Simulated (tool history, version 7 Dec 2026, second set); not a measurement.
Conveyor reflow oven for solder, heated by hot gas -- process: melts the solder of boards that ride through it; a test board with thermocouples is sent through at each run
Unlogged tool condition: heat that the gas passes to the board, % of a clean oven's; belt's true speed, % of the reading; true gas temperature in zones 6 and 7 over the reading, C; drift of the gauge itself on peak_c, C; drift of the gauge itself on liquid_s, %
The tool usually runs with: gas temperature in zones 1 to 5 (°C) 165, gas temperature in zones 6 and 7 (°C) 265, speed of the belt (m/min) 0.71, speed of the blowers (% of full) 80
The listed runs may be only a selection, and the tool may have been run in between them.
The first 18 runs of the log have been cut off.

| run | hour | gas temperature in zones 1 to 5 (°C) | gas temperature in zones 6 and 7 (°C) | speed of the belt (m/min) | speed of the blowers (% of full) | hours of work since the flux was cleaned out | hours of work since the belt drive was overhauled | hours of work since the thermocouples were changed | highest temperature of the board (°C) | time above the solder's melting point (s) |
|---|---|---|---|---|---|---|---|---|---|---|
| 19 | 1217.2 | 165 | 278 | 0.71 | 80 | 378 | 672 | 238 | 261 | 53.9 |
| 20 | 1316.6 | 165 | 265 | 0.595 | 58 | 430 | 723 | 289 | 250.1 | 56.8 |
| 21 | 1388.5 | 167 | 265 | 0.644 | 88 | 467 | 760 | 326 | 254.5 | 57.1 |
|  | 1408 | flux residue cleaned out of gas plates and filters |
| 22 | 1485.5 | 152 | 257 | 0.595 | 72 | 40 | 808 | 374 | 246.3 | 51.4 |
| 23 | 1584.4 | 153 | 259 | 0.689 | 71 | 91 | 859 | 424 | 243.4 | 40.9 |
| 24 | 1673.9 | 179 | 259 | 0.796 | 63 | 137 | 905 | 470 | 241.1 | 38.3 |
| 25 | 1726 | 165 | 260 | 0.71 | 80 | 163 | 931 | 497 | 247.3 | 46.1 |
| 26 | 1782.9 | 165 | 260 | 0.71 | 80 | 193 | 961 | 526 | 247.3 | 46.1 |
| 27 | 1850.8 | 165 | 260 | 0.71 | 80 | 228 | 996 | 561 | 247.8 | 46.2 |
| 28 | 1907.1 | 165 | 260 | 0.71 | 80 | 257 | 1025 | 590 | 247 | 46.4 |
| 29 | 2000.9 | 168 | 274 | 0.71 | 80 | 305 | 1073 | 639 | 260.2 | 55.5 |
| 30 | 2062.7 | 176 | 259 | 0.671 | 54 | 337 | 1105 | 670 | 243.5 | 48.2 |

Each row is a separate what-if for the run after 30, all from the same tool condition, not one after another. Results?
| A | 2141.8 | 173 | 259 | 0.571 | 71 | 377 | 1145 | 711 | ? | ? |
| B | 2141.8 | 165 | 265 | 0.842 | 80 | 377 | 1145 | 711 | ? | ? |
| C | 2141.8 | 176 | 259 | 0.787 | 54 | 377 | 1145 | 711 | ? | ? |
| D | 2141.8 | 162 | 265 | 0.735 | 54 | 377 | 1145 | 711 | ? | ? |
| E | 2141.8 | 165 | 270 | 0.68 | 80 | 377 | 1145 | 711 | ? | ? |

| run | highest temperature of the board (°C) | time above the solder's melting point (s) |
|---|---|---|
| A | 251.8 | 66.3 |
| B | 245.2 | 36.3 |
| C | 237.6 | 34.5 |
| D | 241.9 | 37.1 |
| E | 257.3 | 55.7 |
Take away the tool's hidden state, keep each run's random variation, and the runs would have read:
| run | highest temperature of the board (°C) | time above the solder's melting point (s) |
|---|---|---|
| A | 249.5 | 62.8 |
| B | 243.7 | 34.3 |
| C | 235.6 | 31.5 |
| D | 239.7 | 34.1 |
| E | 255.4 | 53 |

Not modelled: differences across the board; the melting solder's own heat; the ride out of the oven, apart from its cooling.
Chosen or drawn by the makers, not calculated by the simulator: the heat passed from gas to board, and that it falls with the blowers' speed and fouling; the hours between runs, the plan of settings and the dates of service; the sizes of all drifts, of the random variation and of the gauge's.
